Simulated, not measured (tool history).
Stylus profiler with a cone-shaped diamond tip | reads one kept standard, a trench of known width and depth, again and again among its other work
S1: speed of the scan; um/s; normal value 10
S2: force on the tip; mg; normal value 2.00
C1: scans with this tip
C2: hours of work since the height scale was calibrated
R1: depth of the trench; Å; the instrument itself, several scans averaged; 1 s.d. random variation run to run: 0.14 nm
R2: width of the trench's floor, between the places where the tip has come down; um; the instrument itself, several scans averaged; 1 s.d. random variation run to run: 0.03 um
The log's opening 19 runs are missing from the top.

At hour 629.2: height scale calibrated on a step standard.
Run 20, hour 660.2: usual settings; C1 6310; C2 16. Result: R1 5096.3 Å, R2 23.84 um.
Run 21, hour 698.9: usual settings but S1 4 um/s; C1 6402; C2 35. Result: R1 5096.7 Å, R2 23.84 um.
Run 22, hour 728.5: usual settings but S1 4 um/s; C1 6473; C2 50. Result: R1 5096.6 Å, R2 23.85 um.
Run 23, hour 766.9: usual settings but S2 3.43 mg; C1 6565; C2 69. Result: R1 5123.2 Å, R2 23.76 um.
At hour 791.5: height scale calibrated on a step standard, once more.
Run 24, hour 799.1: usual settings but S1 6 um/s, S2 4.41 mg; C1 6640; C2 4. Result: R1 5104.9 Å, R2 23.79 um.
Run 25, hour 842.7: usual settings but S1 12 um/s, S2 0.71 mg; C1 6745; C2 26. Result: R1 5030.9 Å, R2 23.70 um.
Run 26, hour 886.1: usual settings but S1 12 um/s, S2 0.71 mg; C1 6848; C2 48. Result: R1 5035.2 Å, R2 23.70 um.
Run 27, hour 928.3: usual settings but S1 12 um/s, S2 0.71 mg; C1 6949; C2 69. Result: R1 5030.2 Å, R2 23.72 um.
Run 28, hour 979.6: usual settings but S1 3 um/s, S2 2.62 mg; C1 7072; C2 95. Result: R1 5076.9 Å, R2 23.64 um.
Run 29, hour 1011.6: usual settings but S1 5 um/s, S2 4.29 mg; C1 7148; C2 111. Result: R1 5107.8 Å, R2 23.70 um.
Run 30, hour 1043.5: usual settings but S1 12 um/s, S2 1.06 mg; C1 7225; C2 127. Result: R1 5043.5 Å, R2 23.63 um.
Run 31, hour 1090.5: usual settings but S1 3 um/s, S2 3.21 mg; C1 7337; C2 150. Result: R1 5091.8 Å, R2 23.58 um.
Run 32, hour 1122.4: usual settings but S1 4 um/s, S2 4.48 mg; C1 7413; C2 166. Result: R1 5110.2 Å, R2 23.67 um.
Run 33, hour 1157.6: usual settings but S1 4 um/s, S2 4.48 mg; C1 7498; C2 184. Result: R1 5113.5 Å, R2 23.59 um.
Run 34, hour 1186.9: usual settings but S1 3 um/s, S2 4.38 mg; C1 7568; C2 199. Result: R1 5111.2 Å, R2 23.57 um.
Run 35, hour 1234.4: usual settings but S1 3 um/s, S2 4.38 mg; C1 7681; C2 223. Result: R1 5112.7 Å, R2 23.54 um.
Run 36, hour 1289.3: usual settings but S1 19 um/s, S2 1.76 mg; C1 7812; C2 250. Result: R1 5058.9 Å, R2 23.47 um.
Run 37, hour 1335.2: usual settings but S1 19 um/s, S2 1.76 mg; C1 7922; C2 273. Result: R1 5061.8 Å, R2 23.43 um.
Run 38, hour 1366.4: usual settings but S1 17 um/s, S2 0.87 mg; C1 7997; C2 289. Result: R1 5040.7 Å, R2 23.41 um.
Run 39, hour 1402.8: usual settings but S1 3 um/s, S2 1.83 mg; C1 8084; C2 307. Result: R1 5066.8 Å, R2 23.47 um.
Run 40, hour 1451.3: usual settings but S1 3 um/s, S2 1.83 mg; C1 8200; C2 332. Result: R1 5067.3 Å, R2 23.43 um.
Run 41, hour 1487.7: usual settings but S2 3.03 mg; C1 8287; C2 350. Result: R1 5093.7 Å, R2 23.40 um.
Run 42, hour 1530.3: usual settings but S1 7 um/s, S2 0.99 mg; C1 8389; C2 371. Result: R1 5049.1 Å, R2 23.34 um.

Consider 3 possible next runs. They are alternatives, not a sequence: every one starts from the tool as it was left by run 42. What does each give?
Run A, hour 1568.8: usual settings but S1 9 um/s, S2 3.24 mg; C1 8481; C2 391. Result: R1 ?, R2 ?.
Run B, hour 1568.8: usual settings but S2 5.83 mg; C1 8481; C2 391. Result: R1 ?, R2 ?.
Run C, hour 1568.8: usual settings but S1 18 um/s, S2 2.90 mg; C1 8481; C2 391. Result: R1 ?, R2 ?.

run      R1     R2
  A  5093.6  23.34
  B  5135.8  23.36
  C  5088.8  23.36
What these runs would have given with no unlogged condition in the tool:
run      R1     R2
  A  5085.3  25.62
  B  5127.4  25.63
  C  5080.5  25.63
